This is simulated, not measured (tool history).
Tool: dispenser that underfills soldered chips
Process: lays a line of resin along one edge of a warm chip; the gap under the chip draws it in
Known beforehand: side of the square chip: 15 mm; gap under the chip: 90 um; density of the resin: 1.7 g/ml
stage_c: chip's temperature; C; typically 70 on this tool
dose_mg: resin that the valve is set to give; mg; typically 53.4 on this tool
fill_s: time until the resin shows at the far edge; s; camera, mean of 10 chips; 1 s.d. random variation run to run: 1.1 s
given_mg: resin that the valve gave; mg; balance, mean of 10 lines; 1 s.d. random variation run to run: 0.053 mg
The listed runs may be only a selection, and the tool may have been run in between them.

Run 1, day 0.000: usual settings. Result: fill_s 123.5 s, given_mg 53.14 mg.
Run 2, day 0.350: usual settings. Result: fill_s 186.5 s, given_mg 52.96 mg.
At day 0.583: new syringe of resin.
Run 3, day 0.942: usual settings. Result: fill_s 171.7 s, given_mg 52.77 mg.
At day 1.200: new syringe of resin.
Run 4, day 1.400: usual settings. Result: fill_s 141.9 s, given_mg 52.68 mg.
At day 1.825: new syringe of resin.
Run 5, day 1.825: usual settings. Result: fill_s 117.0 s, given_mg 52.47 mg.
Run 6, day 2.162: usual settings. Result: fill_s 171.4 s, given_mg 52.34 mg.
At day 2.458: new syringe of resin.
At day 2.500: dispensing valve cleaned and set on the balance.
Run 7, day 2.658: usual settings. Result: fill_s 140.4 s, given_mg 53.38 mg.
Run 8, day 3.050: usual settings. Result: fill_s 212.4 s, given_mg 53.29 mg.
At day 3.142: new syringe of resin.
Run 9, day 3.721: usual settings. Result: fill_s 217.4 s, given_mg 52.97 mg.
At day 3.758: new syringe of resin.
Run 10, day 4.058: usual settings. Result: fill_s 161.1 s, given_mg 53.03 mg.
At day 4.404: new syringe of resin.
Run 11, day 4.554: usual settings. Result: fill_s 132.8 s, given_mg 52.79 mg.
Run 12, day 4.879: usual settings. Result: fill_s 188.9 s, given_mg 52.76 mg.
At day 5.046: new syringe of resin.
Run 13, day 5.217: usual settings. Result: fill_s 140.1 s, given_mg 52.60 mg.
At day 5.533: dispensing valve cleaned and set on the balance.
At day 5.729: new syringe of resin.
Run 14, day 5.796: usual settings but dose_mg 60.7 mg. Result: fill_s 124.8 s, given_mg 60.36 mg.
At day 6.350: new syringe of resin.
Run 15, day 6.450: usual settings but dose_mg 60.7 mg. Result: fill_s 127.3 s, given_mg 59.97 mg.
At day 6.967: new syringe of resin.
Run 16, day 7.008: usual settings but dose_mg 58.0 mg. Result: fill_s 119.6 s, given_mg 57.20 mg.
At day 7.604: new syringe of resin.
Run 17, day 7.667: usual settings but stage_c 80 C, dose_mg 54.2 mg. Result: fill_s 81.6 s, given_mg 53.28 mg.
At day 8.217: new syringe of resin.
Run 18, day 8.217: usual settings but stage_c 80 C, dose_mg 46.6 mg. Result: fill_s 77.2 s, given_mg 45.54 mg.
At day 8.575: dispensing valve cleaned and set on the balance.
Run 19, day 8.742: usual settings but stage_c 59 C, dose_mg 48.6 mg. Result: fill_s 350.1 s, given_mg 48.48 mg.
At day 8.896: new syringe of resin.
Run 20, day 9.367: usual settings but stage_c 57 C, dose_mg 64.0 mg. Result: fill_s 353.7 s, given_mg 63.60 mg.
At day 9.512: new syringe of resin.
Run 21, day 9.842: usual settings but stage_c 83 C, dose_mg 62.0 mg. Result: fill_s 97.0 s, given_mg 61.33 mg.
At day 10.175: new syringe of resin.
Run 22, day 10.492: usual settings but stage_c 72 C, dose_mg 67.5 mg. Result: fill_s 152.1 s, given_mg 66.47 mg.
At day 10.825: new syringe of resin.
Run 23, day 10.933: usual settings but dose_mg 50.5 mg. Result: fill_s 133.0 s, given_mg 49.63 mg.
Run 24, day 11.375: usual settings but stage_c 81 C, dose_mg 69.2 mg. Result: fill_s 134.7 s, given_mg 67.87 mg.
At day 11.471: new syringe of resin.
At day 11.608: dispensing valve cleaned and set on the balance.
Run 25, day 11.808: usual settings but stage_c 56 C, dose_mg 68.2 mg. Result: fill_s 311.6 s, given_mg 68.25 mg.
At day 12.150: new syringe of resin.
Run 26, day 12.404: usual settings but stage_c 56 C, dose_mg 68.2 mg. Result: fill_s 307.0 s, given_mg 68.02 mg.
At day 12.775: new syringe of resin.
Run 27, day 12.917: usual settings but stage_c 56 C, dose_mg 68.2 mg. Result: fill_s 270.0 s, given_mg 67.79 mg.
Run 28, day 13.329: usual settings but stage_c 56 C, dose_mg 68.2 mg. Result: fill_s 425.0 s, given_mg 67.69 mg.
At day 13.392: new syringe of resin.
At day 14.038: new syringe of resin.
Run 29, day 14.038: usual settings but stage_c 83 C, dose_mg 49.7 mg. Result: fill_s 70.1 s, given_mg 49.08 mg.
Run 30, day 14.425: usual settings but stage_c 79 C, dose_mg 55.8 mg. Result: fill_s 123.9 s, given_mg 55.03 mg.
At day 14.633: dispensing valve cleaned and set on the balance.
At day 14.708: new syringe of resin.
Run 31, day 15.067: usual settings but stage_c 58 C, dose_mg 47.5 mg. Result: fill_s 328.4 s, given_mg 47.34 mg.
At day 15.325: new syringe of resin.
Run 32, day 15.662: usual settings but stage_c 58 C, dose_mg 47.5 mg. Result: fill_s 317.2 s, given_mg 47.12 mg.

Subtracting, for every run, the result it would have given without the tool's unlogged condition from the measured result gives the following. The same run-to-run variation enters both numbers; the gauge's scatter may not:
The hidden state here: resin's viscosity, % of fresh resin's; dose that the valve gives, % of what is set; true chip temperature over the reading, C; drift of the gauge itself on fill_s, %; drift of the gauge itself on given_mg, %.
run  fill_s  given_mg
  1   +21.9     -0.25
  2   +82.6     -0.37
  3   +69.6     -0.59
  4   +39.8     -0.75
  5   +14.5     -0.90
  6   +68.7     -1.01
  7   +37.9     +0.04
  8  +112.9     -0.09
  9  +115.6     -0.33
 10   +59.8     -0.44
 11   +31.1     -0.61
 12   +88.5     -0.70
 13   +38.2     -0.83
 14   +23.5     -0.33
 15   +27.9     -0.58
 16   +19.9     -0.78
 17   +14.5     -0.93
 18    +9.8     -0.96
 19  +174.3     -0.15
 20  +170.7     -0.47
 21   +38.5     -0.64
 22   +59.4     -0.98
 23   +32.0     -0.85
 24   +71.7     -1.36
 25  +121.1     +0.12
 26  +114.5     -0.12
 27   +75.9     -0.36
 28  +232.2     -0.55
 29    +9.9     -0.62
 30   +55.0     -0.85
 31  +145.8     -0.13
 32  +135.7     -0.31
